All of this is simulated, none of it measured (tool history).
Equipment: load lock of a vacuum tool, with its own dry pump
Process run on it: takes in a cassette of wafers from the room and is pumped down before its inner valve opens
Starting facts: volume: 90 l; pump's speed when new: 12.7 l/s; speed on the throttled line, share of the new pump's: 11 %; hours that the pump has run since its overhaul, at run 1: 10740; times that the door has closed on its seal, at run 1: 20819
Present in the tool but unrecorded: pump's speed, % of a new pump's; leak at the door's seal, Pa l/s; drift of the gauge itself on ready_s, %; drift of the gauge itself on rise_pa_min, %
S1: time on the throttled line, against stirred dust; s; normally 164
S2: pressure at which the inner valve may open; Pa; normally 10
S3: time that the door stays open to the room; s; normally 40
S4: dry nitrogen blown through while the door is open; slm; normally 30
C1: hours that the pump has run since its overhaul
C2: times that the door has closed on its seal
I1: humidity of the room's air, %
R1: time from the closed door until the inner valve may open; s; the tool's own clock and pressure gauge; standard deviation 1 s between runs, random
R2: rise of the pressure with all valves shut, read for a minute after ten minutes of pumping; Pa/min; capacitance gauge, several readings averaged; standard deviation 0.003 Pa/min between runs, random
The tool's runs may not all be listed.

{"run": 1, "hour": 0.0, "S1": 164, "S2": 10, "S3": 40, "S4": 30, "C1": 10740, "C2": 20819, "I1": 46.2, "R1": 214.4, "R2": 0.017}
{"run": 2, "hour": 320.4, "S1": 164, "S2": 10, "S3": 40, "S4": 30, "C1": 11061, "C2": 21939, "I1": 44.6, "R1": 212.7, "R2": 0.02}
{"run": 3, "hour": 558.1, "S1": 164, "S2": 10, "S3": 40, "S4": 30, "C1": 11298, "C2": 22771, "I1": 46.3, "R1": 212.8, "R2": 0.016}
{"run": 4, "hour": 805.6, "S1": 164, "S2": 10, "S3": 40, "S4": 30, "C1": 11546, "C2": 23636, "I1": 44.3, "R1": 212.5, "R2": 0.013}
{"run": 5, "hour": 961.9, "S1": 164, "S2": 10, "S3": 40, "S4": 34, "C1": 11702, "C2": 24183, "I1": 49.7, "R1": 211.4, "R2": 0.016}
{"run": 6, "hour": 1348.0, "S1": 164, "S2": 10, "S3": 40, "S4": 34, "C1": 12088, "C2": 25533, "I1": 44.9, "R1": 210.4, "R2": 0.015}
{"run": 7, "hour": 1662.9, "S1": 164, "S2": 10, "S3": 40, "S4": 30, "C1": 12403, "C2": 26635, "I1": 44.9, "R1": 213.4, "R2": 0.019}
{"run": 8, "hour": 1898.0, "S1": 164, "S2": 10, "S3": 40, "S4": 30, "C1": 12638, "C2": 27457, "I1": 43.4, "R1": 213.3, "R2": 0.019}
{"run": 9, "hour": 2260.8, "S1": 164, "S2": 10, "S3": 40, "S4": 11, "C1": 13001, "C2": 28725, "I1": 44.3, "R1": 211.5, "R2": 0.024}
{"run": 10, "hour": 2477.6, "S1": 288, "S2": 10, "S3": 40, "S4": 11, "C1": 13218, "C2": 29484, "I1": 43.3, "R1": 323, "R2": 0.024}
{"run": 11, "hour": 2743.3, "S1": 288, "S2": 10, "S3": 40, "S4": 11, "C1": 13483, "C2": 30413, "I1": 43.7, "R1": 323.7, "R2": 0.021}
{"run": 12, "hour": 3004.9, "S1": 288, "S2": 10, "S3": 40, "S4": 11, "C1": 13745, "C2": 31328, "I1": 45, "R1": 322.3, "R2": 0.027}
{"run": 13, "hour": 3297.1, "S1": 288, "S2": 10, "S3": 40, "S4": 11, "C1": 14037, "C2": 32350, "I1": 43.8, "R1": 324.3, "R2": 0.025}
{"run": 14, "hour": 3611.0, "S1": 288, "S2": 10, "S3": 40, "S4": 11, "C1": 14351, "C2": 33448, "I1": 47.1, "R1": 322.7, "R2": 0.025}
{"run": 15, "hour": 3842.0, "S1": 164, "S2": 9, "S3": 40, "S4": 30, "C1": 14582, "C2": 34256, "I1": 44.9, "R1": 211.1, "R2": 0.013}
{"run": 16, "hour": 4090.2, "S1": 88, "S2": 17, "S3": 105, "S4": 30, "C1": 14830, "C2": 35124, "I1": 46.2, "R1": 140.7, "R2": 0.036}
{"run": 17, "hour": 4282.6, "S1": 88, "S2": 16, "S3": 45, "S4": 6, "C1": 15023, "C2": 35797, "I1": 43.3, "R1": 141.1, "R2": 0.031}
{"run": 18, "hour": 4622.4, "S1": 88, "S2": 16, "S3": 45, "S4": 6, "C1": 15363, "C2": 36985, "I1": 44.3, "R1": 140.5, "R2": 0.026}
{"run": 19, "hour": 4863.5, "S1": 164, "S2": 18, "S3": 40, "S4": 12, "C1": 15604, "C2": 37828, "I1": 46, "R1": 207.6, "R2": 0.026}
{"run": 20, "hour": 5108.7, "S1": 164, "S2": 12, "S3": 40, "S4": 30, "C1": 15849, "C2": 38686, "I1": 45.1, "R1": 213.6, "R2": 0.015}
{"run": 21, "hour": 5318.4, "S1": 164, "S2": 12, "S3": 40, "S4": 30, "C1": 16059, "C2": 39419, "I1": 42.9, "R1": 211.4, "R2": 0.019}
{"run": 22, "hour": 5685.1, "S1": 164, "S2": 8, "S3": 40, "S4": 9, "C1": 16425, "C2": 40702, "I1": 42.7, "R1": 216, "R2": 0.024}
{"run": 23, "hour": 5905.8, "S1": 189, "S2": 10, "S3": 52, "S4": 29, "C1": 16646, "C2": 41474, "I1": 42.6, "R1": 234.6, "R2": 0.019}
{"run": 24, "hour": 6235.7, "S1": 189, "S2": 10, "S3": 52, "S4": 29, "C1": 16976, "C2": 42628, "I1": 45.6, "R1": 233.3, "R2": 0.021}
{"run": 25, "hour": 6463.6, "S1": 94, "S2": 10, "S3": 40, "S4": 30, "C1": 17204, "C2": 43425, "I1": 46.2, "R1": 149.8, "R2": 0.023}
{"run": 26, "hour": 6816.6, "S1": 164, "S2": 16, "S3": 40, "S4": 30, "C1": 17557, "C2": 44659, "I1": 45.4, "R1": 209.6, "R2": 0.02}
{"run": 27, "hour": 7098.3, "S1": 164, "S2": 17, "S3": 40, "S4": 9, "C1": 17838, "C2": 45644, "I1": 43.7, "R1": 208.1, "R2": 0.025}
{"run": 28, "hour": 7413.2, "S1": 164, "S2": 17, "S3": 40, "S4": 9, "C1": 18153, "C2": 46746, "I1": 42.4, "R1": 209.8, "R2": 0.024}
{"hour": 7524.1, "done": "door's seal changed, seat wiped"}
{"run": 29, "hour": 7600.3, "S1": 182, "S2": 17, "S3": 183, "S4": 13, "C1": 18339, "C2": 267, "I1": 46.5, "R1": 224.7, "R2": 0.073}
{"run": 30, "hour": 7821.9, "S1": 230, "S2": 10, "S3": 80, "S4": 41, "C1": 18561, "C2": 1042, "I1": 45.3, "R1": 273.1, "R2": 0.025}

Branching from run 30: 4 alternative next runs. What would each branch give?
{"hour": 7857.7, "done": "dry pump taken out, an overhauled one fitted"}
{"run": "A", "hour": 8093.7, "S1": 164, "S2": 9, "S3": 40, "S4": 30, "C1": 236, "C2": 1971, "I1": 47.2, "R1": "?", "R2": "?"}
{"hour": 7857.7, "done": "dry pump taken out, an overhauled one fitted"}
{"run": "B", "hour": 8093.7, "S1": 142, "S2": 10, "S3": 80, "S4": 41, "C1": 236, "C2": 1971, "I1": 48.2, "R1": "?", "R2": "?"}
{"hour": 7857.7, "done": "dry pump taken out, an overhauled one fitted"}
{"run": "C", "hour": 8093.7, "S1": 117, "S2": 13, "S3": 46, "S4": 30, "C1": 236, "C2": 1971, "I1": 45.1, "R1": "?", "R2": "?"}
{"hour": 7857.7, "done": "dry pump taken out, an overhauled one fitted"}
{"run": "D", "hour": 8093.7, "S1": 115, "S2": 10, "S3": 45, "S4": 6, "C1": 236, "C2": 1971, "I1": 47.5, "R1": "?", "R2": "?"}

run=A R1=212.6 R2=0.02
run=B R1=194.1 R2=0.027
run=C R1=169.3 R2=0.017
run=D R1=169.7 R2=0.027
Take away the tool's hidden state, keep each run's random variation, and the runs would have read:
run=A R1=212.6 R2=0.02
run=B R1=194.1 R2=0.027
run=C R1=169.3 R2=0.017
run=D R1=169.7 R2=0.027
